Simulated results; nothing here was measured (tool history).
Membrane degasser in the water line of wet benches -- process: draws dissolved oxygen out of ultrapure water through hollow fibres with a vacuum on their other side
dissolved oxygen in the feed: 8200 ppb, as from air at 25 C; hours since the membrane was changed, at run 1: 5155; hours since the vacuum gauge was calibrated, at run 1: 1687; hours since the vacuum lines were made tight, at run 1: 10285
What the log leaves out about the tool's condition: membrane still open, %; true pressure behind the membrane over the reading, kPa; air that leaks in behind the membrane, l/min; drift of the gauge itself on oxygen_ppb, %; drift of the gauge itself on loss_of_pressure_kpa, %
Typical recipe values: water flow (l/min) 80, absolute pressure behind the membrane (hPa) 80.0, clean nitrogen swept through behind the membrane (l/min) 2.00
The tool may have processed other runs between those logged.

run	hour	water flow (l/min)	absolute pressure behind the membrane (hPa)	clean nitrogen swept through behind the membrane (l/min)	hours since the membrane was changed	hours since the vacuum gauge was calibrated	hours since the vacuum lines were made tight	dissolved oxygen in the water behind the degasser (ppb)	pressure that the water loses in the fibres (hPa)
1	0.0	80	80.0	2.00	5155	1687	10285	470.6	639.7
2	141.9	78	80.0	2.00	5297	1829	10427	454.2	629.1
3	285.9	78	48.7	2.00	5441	1973	10571	228.3	628.8
4	369.8	78	48.7	2.00	5525	2057	10655	229.3	626.9
5	544.9	78	48.7	2.00	5700	2232	10830	226.8	630.0
6	681.8	80	67.2	2.00	5837	2369	10967	381.8	649.7
7	760.7	80	67.2	1.30	5916	2448	11046	479.6	646.8
8	951.2	80	53.8	2.00	6106	2638	11236	275.1	646.0
9	1038.5	80	80.0	2.00	6194	2726	11324	471.0	647.1
# hour 1153.6: seals of the vacuum lines changed
10	1183.2	83	80.0	2.00	6336	2868	30	487.1	672.0
# hour 1201.1: vacuum gauge calibrated
11	1279.1	83	80.0	2.00	6432	78	125	499.1	666.8
12	1469.7	98	71.5	2.00	6622	269	316	509.1	797.9
13	1553.8	80	68.4	1.30	6706	353	400	501.3	649.3
14	1709.0	80	58.0	1.05	6862	508	555	446.6	647.6
15	1895.7	51	102.3	3.35	7048	695	742	283.1	416.0
16	1991.2	51	102.3	3.35	7144	790	837	283.9	416.9
# hour 2095.3: vacuum gauge calibrated, once more
17	2157.3	51	102.3	3.35	7309	62	1003	273.1	417.0
18	2247.5	51	102.3	3.35	7400	152	1093	270.7	416.7
19	2399.8	65	88.3	2.02	7552	305	1245	419.9	529.3
20	2535.3	120	83.6	1.62	7687	440	1381	789.4	983.9
21	2671.6	120	101.5	0.87	7824	576	1517	1341.8	980.1
22	2820.7	120	101.5	0.87	7973	725	1666	1343.6	986.8

Some steps in dissolved oxygen in the water behind the degasser (ppb) between neighbouring runs. How much of each would the tool show without its hidden state too (settings, what came in, random variation), and how much is left for the hidden state, with any gauge scatter that isn't in both results?
Run 14 -> 15: water flow (l/min) 80 -> 51, absolute pressure behind the membrane (hPa) 58.0 -> 102.3, clean nitrogen swept through behind the membrane (l/min) 1.05 -> 3.35. dissolved oxygen in the water behind the degasser (ppb) -163.5: hidden state -28.9, all else -134.6.
Run 19 -> 20: water flow (l/min) 65 -> 120, absolute pressure behind the membrane (hPa) 88.3 -> 83.6, clean nitrogen swept through behind the membrane (l/min) 2.02 -> 1.62. dissolved oxygen in the water behind the degasser (ppb) +369.5: hidden state +15.9, all else +353.6.
Run 20 -> 21: absolute pressure behind the membrane (hPa) 83.6 -> 101.5, clean nitrogen swept through behind the membrane (l/min) 1.62 -> 0.87. dissolved oxygen in the water behind the degasser (ppb) +552.4: hidden state -2.2, all else +554.6.
